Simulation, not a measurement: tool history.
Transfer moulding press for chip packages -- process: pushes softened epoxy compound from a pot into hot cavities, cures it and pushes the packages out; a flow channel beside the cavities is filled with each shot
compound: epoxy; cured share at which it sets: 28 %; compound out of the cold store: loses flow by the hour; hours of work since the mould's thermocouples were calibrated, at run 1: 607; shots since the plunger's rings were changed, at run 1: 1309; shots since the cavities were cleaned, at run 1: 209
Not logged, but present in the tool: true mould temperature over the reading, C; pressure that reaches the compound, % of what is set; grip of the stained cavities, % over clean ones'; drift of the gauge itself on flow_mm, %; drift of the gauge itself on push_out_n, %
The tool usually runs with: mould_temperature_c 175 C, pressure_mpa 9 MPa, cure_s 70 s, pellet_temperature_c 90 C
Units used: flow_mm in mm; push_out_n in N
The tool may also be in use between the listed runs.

run	day	mould_temperature_c	pressure_mpa	cure_s	pellet_temperature_c	hours of work since the mould's thermocouples were calibrated	shots since the plunger's rings were changed	shots since the cavities were cleaned	incoming compound's hours out of the cold store	flow_mm	push_out_n
1	0	175	9	70	90	607	1309	209	37.7	836	1155
# day 0.796: cavities cleaned with cleaning compound and waxed
# day 2.042: cavities cleaned with cleaning compound and waxed
# day 3.267: cavities cleaned with cleaning compound and waxed
2	3.267	175	9	70	90	659	2691	1	12.1	879	904
# day 4.546: plunger's sealing rings changed
# day 4.608: cavities cleaned with cleaning compound and waxed
# day 5.821: cavities cleaned with cleaning compound and waxed
# day 7.046: cavities cleaned with cleaning compound and waxed
3	7.738	175	9	70	90	730	1347	311	36.1	838	1239
# day 8.288: cavities cleaned with cleaning compound and waxed
# day 9.538: cavities cleaned with cleaning compound and waxed
# day 10.8: cavities cleaned with cleaning compound and waxed
4	11.146	175	9	70	90	785	2793	156	36.2	829	1094
# day 11.9: cavities cleaned with cleaning compound and waxed
# day 12.229: mould's thermocouples calibrated
# day 12.333: plunger's sealing rings changed
# day 13.133: cavities cleaned with cleaning compound and waxed
5	13.271	178	9	70	90	15	391	61	18.2	881	827
# day 14.312: cavities cleaned with cleaning compound and waxed
# day 15.596: cavities cleaned with cleaning compound and waxed
# day 16.638: cavities cleaned with cleaning compound and waxed
6	17.492	175	9	91	90	83	2200	382	19	876	717
# day 17.8: cavities cleaned with cleaning compound and waxed
# day 19.088: cavities cleaned with cleaning compound and waxed
# day 19.892: plunger's sealing rings changed
# day 20.446: cavities cleaned with cleaning compound and waxed
7	21.025	175	9	70	90	138	481	260	18.3	887	1320
# day 21.579: cavities cleaned with cleaning compound and waxed
# day 22.775: cavities cleaned with cleaning compound and waxed
# day 23.821: cavities cleaned with cleaning compound and waxed
# day 25.038: cavities cleaned with cleaning compound and waxed
8	25.396	175	9	70	90	208	2330	161	20.3	871	1210
# day 26.133: cavities cleaned with cleaning compound and waxed
# day 27.175: cavities cleaned with cleaning compound and waxed
# day 27.525: plunger's sealing rings changed
# day 28.325: cavities cleaned with cleaning compound and waxed
# day 29.554: cavities cleaned with cleaning compound and waxed
9	29.925	175	9	70	90	279	1020	166	16.1	883	1154
# day 30.721: cavities cleaned with cleaning compound and waxed
# day 31.979: cavities cleaned with cleaning compound and waxed
10	32.096	175	9	70	97	314	1939	53	9.3	888	983
# day 33.121: cavities cleaned with cleaning compound and waxed
# day 34.371: cavities cleaned with cleaning compound and waxed
# day 35.175: plunger's sealing rings changed
# day 35.729: cavities cleaned with cleaning compound and waxed
11	35.775	175	9	70	97	371	240	21	8.4	906	967
# day 36.796: cavities cleaned with cleaning compound and waxed
# day 38.058: cavities cleaned with cleaning compound and waxed
12	38.783	171	9	70	97	420	1534	325	15.5	897	1762
# day 39.283: cavities cleaned with cleaning compound and waxed
# day 40.5: cavities cleaned with cleaning compound and waxed
13	40.721	171	9	70	97	451	2348	100	24.6	871	1323
# day 41.767: cavities cleaned with cleaning compound and waxed
# day 42.758: plunger's sealing rings changed
# day 43.067: cavities cleaned with cleaning compound and waxed
14	43.112	171	9	70	97	488	132	22	41.9	844	1193
# day 44.15: cavities cleaned with cleaning compound and waxed
# day 45.317: cavities cleaned with cleaning compound and waxed
15	46.029	171	9	70	97	535	1383	318	15.7	894	1722
# day 46.575: cavities cleaned with cleaning compound and waxed
# day 47.804: cavities cleaned with cleaning compound and waxed
16	48.346	175	7.93	70	92	572	2368	245	47.6	759	1144
# day 48.858: cavities cleaned with cleaning compound and waxed
# day 50.058: cavities cleaned with cleaning compound and waxed
# day 50.408: plunger's sealing rings changed
# day 51.446: cavities cleaned with cleaning compound and waxed
17	52.267	175	6.88	56	93	634	805	367	9.9	783	2350
# day 52.55: cavities cleaned with cleaning compound and waxed
# day 53.788: cavities cleaned with cleaning compound and waxed
# day 54.983: cavities cleaned with cleaning compound and waxed
# day 56.192: cavities cleaned with cleaning compound and waxed
18	56.429	175	6.88	56	93	700	2562	107	38.2	726	1843
# day 57.446: cavities cleaned with cleaning compound and waxed
# day 57.933: plunger's sealing rings changed
# day 58.729: cavities cleaned with cleaning compound and waxed
# day 59.858: cavities cleaned with cleaning compound and waxed
19	60.688	175	7.89	52	93	768	1180	372	38.8	779	2495
# day 61: cavities cleaned with cleaning compound and waxed
# day 62.288: cavities cleaned with cleaning compound and waxed
# day 62.862: mould's thermocouples calibrated
# day 63.412: cavities cleaned with cleaning compound and waxed
20	63.638	175	9.16	104	93	12	2383	101	32.9	851	479
# day 64.658: cavities cleaned with cleaning compound and waxed
# day 65.612: plunger's sealing rings changed
# day 65.883: cavities cleaned with cleaning compound and waxed
21	66.517	171	9	70	83	57	377	285	21.8	887	1732
# day 67.012: cavities cleaned with cleaning compound and waxed
# day 68.233: cavities cleaned with cleaning compound and waxed
22	68.512	177	9	70	90	89	1215	124	40.7	823	887

Table of differences, measured result less the result of that run with no hidden state. Run-to-run variation is the same in both. Gauge scatter possibly is not:
run	flow_mm	push_out_n
1	-9	+256
2	-18	-24
3	-10	+322
4	-19	+186
5	-2	+89
6	-14	+234
7	-4	+346
8	-15	+271
9	-9	+229
10	-15	+94
11	-2	+55
12	-9	+543
13	-14	+170
14	-4	+59
15	-12	+523
16	-15	+294
17	-6	+731
18	-15	+320
19	-8	+795
20	-14	+58
21	-5	+454
22	-9	+120
